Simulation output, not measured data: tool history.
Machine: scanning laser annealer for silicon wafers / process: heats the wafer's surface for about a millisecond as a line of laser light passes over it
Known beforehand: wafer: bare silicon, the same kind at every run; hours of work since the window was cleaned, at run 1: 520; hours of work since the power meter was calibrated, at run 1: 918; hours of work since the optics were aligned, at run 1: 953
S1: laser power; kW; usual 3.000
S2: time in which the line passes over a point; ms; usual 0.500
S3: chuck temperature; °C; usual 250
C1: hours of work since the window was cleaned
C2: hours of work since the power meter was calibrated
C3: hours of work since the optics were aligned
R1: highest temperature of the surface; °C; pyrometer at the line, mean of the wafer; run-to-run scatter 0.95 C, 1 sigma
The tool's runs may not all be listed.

{"run": 1, "hour": 0.0, "S1": 3.0, "S2": 0.5, "S3": 250, "C1": 520, "C2": 918, "C3": 953, "R1": 984.1}
{"run": 2, "hour": 19.0, "S1": 3.0, "S2": 0.5, "S3": 250, "C1": 533, "C2": 931, "C3": 966, "R1": 983.2}
{"run": 3, "hour": 56.2, "S1": 3.0, "S2": 0.5, "S3": 250, "C1": 558, "C2": 956, "C3": 992, "R1": 983.3}
{"run": 4, "hour": 86.5, "S1": 3.0, "S2": 0.5, "S3": 250, "C1": 579, "C2": 977, "C3": 1013, "R1": 983.0}
{"run": 5, "hour": 115.8, "S1": 3.0, "S2": 0.5, "S3": 250, "C1": 599, "C2": 997, "C3": 1033, "R1": 981.4}
{"run": 6, "hour": 149.7, "S1": 3.0, "S2": 0.5, "S3": 250, "C1": 622, "C2": 1020, "C3": 1056, "R1": 980.7}
{"run": 7, "hour": 187.7, "S1": 3.224, "S2": 0.5, "S3": 250, "C1": 648, "C2": 1046, "C3": 1082, "R1": 1050.1}
{"run": 8, "hour": 214.5, "S1": 3.224, "S2": 0.5, "S3": 250, "C1": 666, "C2": 1065, "C3": 1100, "R1": 1049.7}
{"run": 9, "hour": 247.1, "S1": 3.224, "S2": 0.5, "S3": 250, "C1": 689, "C2": 1087, "C3": 1123, "R1": 1049.5}
{"run": 10, "hour": 274.7, "S1": 3.224, "S2": 0.5, "S3": 250, "C1": 708, "C2": 1106, "C3": 1141, "R1": 1047.3}
{"run": 11, "hour": 312.6, "S1": 3.224, "S2": 0.5, "S3": 250, "C1": 734, "C2": 1132, "C3": 1167, "R1": 1047.1}
{"run": 12, "hour": 342.2, "S1": 3.224, "S2": 0.5, "S3": 250, "C1": 754, "C2": 1152, "C3": 1188, "R1": 1047.9}
{"run": 13, "hour": 358.4, "S1": 3.224, "S2": 0.5, "S3": 250, "C1": 765, "C2": 1163, "C3": 1199, "R1": 1047.4}
{"run": 14, "hour": 387.5, "S1": 3.0, "S2": 0.5, "S3": 250, "C1": 785, "C2": 1183, "C3": 1219, "R1": 977.7}
{"run": 15, "hour": 405.5, "S1": 3.0, "S2": 0.5, "S3": 250, "C1": 797, "C2": 1195, "C3": 1231, "R1": 977.3}
{"run": 16, "hour": 425.7, "S1": 3.0, "S2": 0.5, "S3": 250, "C1": 811, "C2": 1209, "C3": 1245, "R1": 977.3}
{"run": 17, "hour": 441.7, "S1": 3.0, "S2": 0.5, "S3": 250, "C1": 822, "C2": 1220, "C3": 1256, "R1": 976.5}
{"run": 18, "hour": 460.0, "S1": 3.0, "S2": 0.5, "S3": 250, "C1": 834, "C2": 1233, "C3": 1268, "R1": 976.2}
{"run": 19, "hour": 490.7, "S1": 3.0, "S2": 0.5, "S3": 250, "C1": 855, "C2": 1254, "C3": 1289, "R1": 976.0}
{"run": 20, "hour": 513.7, "S1": 3.0, "S2": 0.5, "S3": 250, "C1": 871, "C2": 1269, "C3": 1305, "R1": 973.9}
{"run": 21, "hour": 551.0, "S1": 3.0, "S2": 0.5, "S3": 250, "C1": 897, "C2": 1295, "C3": 1331, "R1": 975.3}
{"run": 22, "hour": 566.7, "S1": 3.0, "S2": 0.476, "S3": 215, "C1": 907, "C2": 1306, "C3": 1341, "R1": 922.7}
{"run": 23, "hour": 602.9, "S1": 3.0, "S2": 0.53, "S3": 220, "C1": 932, "C2": 1331, "C3": 1366, "R1": 963.7}
{"hour": 615.2, "done": "window over the wafer cleaned"}
{"run": 24, "hour": 628.4, "S1": 2.882, "S2": 0.483, "S3": 272, "C1": 9, "C2": 1347, "C3": 1382, "R1": 966.7}
{"run": 25, "hour": 648.3, "S1": 3.0, "S2": 0.5, "S3": 248, "C1": 23, "C2": 1360, "C3": 1396, "R1": 991.7}
{"run": 26, "hour": 677.5, "S1": 2.729, "S2": 0.5, "S3": 262, "C1": 43, "C2": 1380, "C3": 1416, "R1": 922.1}
{"run": 27, "hour": 704.6, "S1": 2.729, "S2": 0.5, "S3": 262, "C1": 61, "C2": 1399, "C3": 1434, "R1": 922.3}
{"run": 28, "hour": 724.0, "S1": 3.119, "S2": 0.5, "S3": 253, "C1": 74, "C2": 1412, "C3": 1448, "R1": 1031.8}
{"run": 29, "hour": 747.3, "S1": 3.286, "S2": 0.446, "S3": 248, "C1": 90, "C2": 1428, "C3": 1464, "R1": 1038.0}
{"run": 30, "hour": 763.5, "S1": 3.286, "S2": 0.446, "S3": 248, "C1": 101, "C2": 1439, "C3": 1475, "R1": 1036.9}
{"run": 31, "hour": 800.0, "S1": 2.955, "S2": 0.5, "S3": 250, "C1": 127, "C2": 1464, "C3": 1500, "R1": 977.2}
{"run": 32, "hour": 830.4, "S1": 2.955, "S2": 0.511, "S3": 240, "C1": 147, "C2": 1485, "C3": 1520, "R1": 973.4}
{"run": 33, "hour": 850.0, "S1": 2.955, "S2": 0.511, "S3": 240, "C1": 161, "C2": 1498, "C3": 1534, "R1": 975.2}
{"run": 34, "hour": 873.4, "S1": 2.98, "S2": 0.611, "S3": 250, "C1": 177, "C2": 1514, "C3": 1550, "R1": 1057.1}
{"run": 35, "hour": 892.3, "S1": 3.0, "S2": 0.359, "S3": 275, "C1": 190, "C2": 1527, "C3": 1563, "R1": 907.9}
{"run": 36, "hour": 914.5, "S1": 3.172, "S2": 0.387, "S3": 249, "C1": 205, "C2": 1542, "C3": 1578, "R1": 952.0}
{"run": 37, "hour": 940.9, "S1": 2.878, "S2": 0.352, "S3": 217, "C1": 223, "C2": 1560, "C3": 1596, "R1": 810.4}
{"run": 38, "hour": 971.3, "S1": 2.752, "S2": 0.38, "S3": 250, "C1": 244, "C2": 1581, "C3": 1617, "R1": 831.5}
{"run": 39, "hour": 1005.9, "S1": 2.752, "S2": 0.441, "S3": 225, "C1": 267, "C2": 1605, "C3": 1640, "R1": 849.5}
{"run": 40, "hour": 1031.9, "S1": 2.629, "S2": 0.582, "S3": 263, "C1": 285, "C2": 1623, "C3": 1658, "R1": 934.3}
{"run": 41, "hour": 1050.0, "S1": 2.629, "S2": 0.582, "S3": 263, "C1": 298, "C2": 1635, "C3": 1671, "R1": 933.2}

Alternative continuations, all from the tool just after run 41; predict every row:
{"run": "A", "hour": 1074.9, "S1": 2.652, "S2": 0.582, "S3": 263, "C1": 315, "C2": 1652, "C3": 1688, "R1": "?"}
{"run": "B", "hour": 1074.9, "S1": 2.86, "S2": 0.582, "S3": 263, "C1": 315, "C2": 1652, "C3": 1688, "R1": "?"}
{"run": "C", "hour": 1074.9, "S1": 3.0, "S2": 0.5, "S3": 235, "C1": 315, "C2": 1652, "C3": 1688, "R1": "?"}

run=A R1=940.5
run=B R1=1007.4
run=C R1=971.3
The same runs, with their run-to-run variation unchanged, on a tool lacking any hidden condition would have given:
run=A R1=947.8
run=B R1=1015.4
run=C R1=979.2
